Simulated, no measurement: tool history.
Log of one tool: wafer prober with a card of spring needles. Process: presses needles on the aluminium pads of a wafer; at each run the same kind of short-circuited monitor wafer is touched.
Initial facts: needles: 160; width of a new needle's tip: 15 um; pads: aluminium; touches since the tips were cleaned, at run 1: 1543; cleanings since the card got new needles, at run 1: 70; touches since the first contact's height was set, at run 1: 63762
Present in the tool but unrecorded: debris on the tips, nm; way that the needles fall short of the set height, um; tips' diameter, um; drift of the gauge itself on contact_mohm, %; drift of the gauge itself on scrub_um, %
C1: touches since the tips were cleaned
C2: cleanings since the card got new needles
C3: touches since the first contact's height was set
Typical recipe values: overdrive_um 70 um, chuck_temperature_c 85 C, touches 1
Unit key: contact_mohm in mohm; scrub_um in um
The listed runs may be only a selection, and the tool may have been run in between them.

run 1 hour=0 | overdrive_um=70 chuck_temperature_c=85 touches=1 | C1=1543 C2=70 C3=63762 | contact_mohm=222 scrub_um=9.25
-- hour=11.5 tips cleaned on abrasive film
-- hour=14.2 height of the first contact set anew
run 2 hour=22.8 | overdrive_um=70 chuck_temperature_c=85 touches=1 | C1=4894 C2=71 C3=3804 | contact_mohm=254 scrub_um=9.43
-- hour=27.7 tips cleaned on abrasive film
run 3 hour=39.6 | overdrive_um=70 chuck_temperature_c=85 touches=1 | C1=5276 C2=72 C3=11223 | contact_mohm=240 scrub_um=9.41
-- hour=42.1 tips cleaned on abrasive film
-- hour=56.5 tips cleaned on abrasive film
run 4 hour=60.6 | overdrive_um=54 chuck_temperature_c=85 touches=1 | C1=1812 C2=74 C3=20478 | contact_mohm=231 scrub_um=7.23
-- hour=72.5 tips cleaned on abrasive film
-- hour=89.3 tips cleaned on abrasive film
run 5 hour=92 | overdrive_um=54 chuck_temperature_c=85 touches=1 | C1=1179 C2=76 C3=34299 | contact_mohm=223 scrub_um=7.2
-- hour=104.2 tips cleaned on abrasive film
run 6 hour=113.8 | overdrive_um=70 chuck_temperature_c=85 touches=1 | C1=4286 C2=77 C3=43959 | contact_mohm=231 scrub_um=9.35
-- hour=118.5 tips cleaned on abrasive film
-- hour=134.7 tips cleaned on abrasive film
run 7 hour=134.7 | overdrive_um=70 chuck_temperature_c=72 touches=1 | C1=0 C2=79 C3=53167 | contact_mohm=205 scrub_um=9.3
-- hour=149.9 tips cleaned on abrasive film
-- hour=160.5 tips cleaned on abrasive film, once more
run 8 hour=160.6 | overdrive_um=79 chuck_temperature_c=85 touches=1 | C1=21 C2=81 C3=64548 | contact_mohm=207 scrub_um=10.46
-- hour=174.1 height of the first contact set anew
-- hour=176.6 tips cleaned on abrasive film
run 9 hour=179.9 | overdrive_um=88 chuck_temperature_c=85 touches=1 | C1=1455 C2=82 C3=2538 | contact_mohm=211 scrub_um=11.83
-- hour=191.2 tips cleaned on abrasive film
-- hour=206.1 tips cleaned on abrasive film
run 10 hour=206.1 | overdrive_um=88 chuck_temperature_c=85 touches=1 | C1=0 C2=84 C3=14066 | contact_mohm=207 scrub_um=11.81
-- hour=221.5 tips cleaned on abrasive film
run 11 hour=228.4 | overdrive_um=88 chuck_temperature_c=85 touches=1 | C1=3064 C2=85 C3=23927 | contact_mohm=219 scrub_um=11.76
-- hour=237.2 tips cleaned on abrasive film
-- hour=253.3 tips cleaned on abrasive film
run 12 hour=259 | overdrive_um=70 chuck_temperature_c=85 touches=1 | C1=2532 C2=87 C3=37451 | contact_mohm=224 scrub_um=9.31
-- hour=269 tips cleaned on abrasive film
run 13 hour=281.6 | overdrive_um=70 chuck_temperature_c=85 touches=1 | C1=5605 C2=88 C3=47422 | contact_mohm=238 scrub_um=9.29
-- hour=283.9 tips cleaned on abrasive film
-- hour=298.4 tips cleaned on abrasive film
run 14 hour=303.2 | overdrive_um=70 chuck_temperature_c=85 touches=1 | C1=2142 C2=90 C3=56952 | contact_mohm=225 scrub_um=9.3
-- hour=314.7 tips cleaned on abrasive film
run 15 hour=327.7 | overdrive_um=70 chuck_temperature_c=85 touches=1 | C1=5756 C2=91 C3=67752 | contact_mohm=240 scrub_um=9.27
-- hour=330.4 tips cleaned on abrasive film
-- hour=333.7 height of the first contact set anew
run 16 hour=342 | overdrive_um=65 chuck_temperature_c=85 touches=1 | C1=5009 C2=92 C3=3686 | contact_mohm=246 scrub_um=8.73
-- hour=344.8 tips cleaned on abrasive film
-- hour=359.4 tips cleaned on abrasive film
run 17 hour=365.7 | overdrive_um=76 chuck_temperature_c=85 touches=1 | C1=2807 C2=94 C3=14135 | contact_mohm=229 scrub_um=10.21
-- hour=375.4 tips cleaned on abrasive film
run 18 hour=385.7 | overdrive_um=66 chuck_temperature_c=56 touches=1 | C1=4589 C2=95 C3=22992 | contact_mohm=238 scrub_um=8.85
-- hour=390.3 tips cleaned on abrasive film
run 19 hour=404.1 | overdrive_um=66 chuck_temperature_c=56 touches=1 | C1=6139 C2=96 C3=31102 | contact_mohm=239 scrub_um=8.82
-- hour=406.2 tips cleaned on abrasive film
run 20 hour=417.8 | overdrive_um=76 chuck_temperature_c=27 touches=1 | C1=5129 C2=97 C3=37133 | contact_mohm=223 scrub_um=10.14
-- hour=421.6 tips cleaned on abrasive film
-- hour=437.2 tips cleaned on abrasive film
run 21 hour=446.2 | overdrive_um=69 chuck_temperature_c=27 touches=1 | C1=4002 C2=99 C3=49676 | contact_mohm=227 scrub_um=9.16
-- hour=452.6 tips cleaned on abrasive film
run 22 hour=463.9 | overdrive_um=70 chuck_temperature_c=85 touches=1 | C1=5006 C2=100 C3=57475 | contact_mohm=243 scrub_um=9.3
-- hour=468.1 tips cleaned on abrasive film
-- hour=484.1 tips cleaned on abrasive film
-- hour=492.9 height of the first contact set anew
run 23 hour=492.9 | overdrive_um=77 chuck_temperature_c=85 touches=1 | C1=3793 C2=102 C3=0 | contact_mohm=230 scrub_um=10.35
-- hour=499.5 tips cleaned on abrasive film
run 24 hour=507.5 | overdrive_um=77 chuck_temperature_c=85 touches=1 | C1=3556 C2=103 C3=6430 | contact_mohm=226 scrub_um=10.34
-- hour=514.5 tips cleaned on abrasive film
-- hour=529.6 tips cleaned on abrasive film
run 25 hour=539.9 | overdrive_um=70 chuck_temperature_c=49 touches=1 | C1=4569 C2=105 C3=20752 | contact_mohm=231 scrub_um=9.38
-- hour=545.3 tips cleaned on abrasive film
-- hour=560.4 tips cleaned on abrasive film
run 26 hour=568.8 | overdrive_um=59 chuck_temperature_c=40 touches=1 | C1=3750 C2=107 C3=33481 | contact_mohm=242 scrub_um=7.89
-- hour=576.9 tips cleaned on abrasive film
run 27 hour=585.1 | overdrive_um=59 chuck_temperature_c=40 touches=1 | C1=3660 C2=108 C3=40691 | contact_mohm=241 scrub_um=7.85
-- hour=591.1 tips cleaned on abrasive film
run 28 hour=603.9 | overdrive_um=59 chuck_temperature_c=40 touches=1 | C1=5704 C2=109 C3=48979 | contact_mohm=249 scrub_um=7.84
-- hour=606.9 tips cleaned on abrasive film
-- hour=621.3 tips cleaned on abrasive film
run 29 hour=629 | overdrive_um=66 chuck_temperature_c=52 touches=3 | C1=3418 C2=111 C3=60055 | contact_mohm=211 scrub_um=8.75
-- hour=636.2 tips cleaned on abrasive film
-- hour=652.1 tips cleaned on abrasive film
-- hour=652.4 height of the first contact set anew
run 30 hour=661.4 | overdrive_um=80 chuck_temperature_c=32 touches=1 | C1=3961 C2=113 C3=3961 | contact_mohm=214 scrub_um=10.77

What if the next run were any one of these 3? Each begins from the tool's condition after run 30:
-- hour=668.3 tips cleaned on abrasive film
-- hour=683.9 tips cleaned on abrasive film
run A hour=686.5 | overdrive_um=52 chuck_temperature_c=35 touches=2 | C1=1126 C2=115 C3=15024 | contact_mohm=? scrub_um=?
-- hour=668.3 tips cleaned on abrasive film
-- hour=683.9 tips cleaned on abrasive film
run B hour=686.5 | overdrive_um=80 chuck_temperature_c=32 touches=3 | C1=1126 C2=115 C3=15024 | contact_mohm=? scrub_um=?
-- hour=668.3 tips cleaned on abrasive film
-- hour=683.9 tips cleaned on abrasive film
run C hour=686.5 | overdrive_um=55 chuck_temperature_c=32 touches=1 | C1=1126 C2=115 C3=15024 | contact_mohm=? scrub_um=?

run=A contact_mohm=212 scrub_um=6.97
run=B contact_mohm=197 scrub_um=10.73
run=C contact_mohm=218 scrub_um=7.37
Stripped of hidden state, with their random variation kept, the same runs would have yielded:
run=A contact_mohm=195 scrub_um=7
run=B contact_mohm=192 scrub_um=10.76
run=C contact_mohm=194 scrub_um=7.4
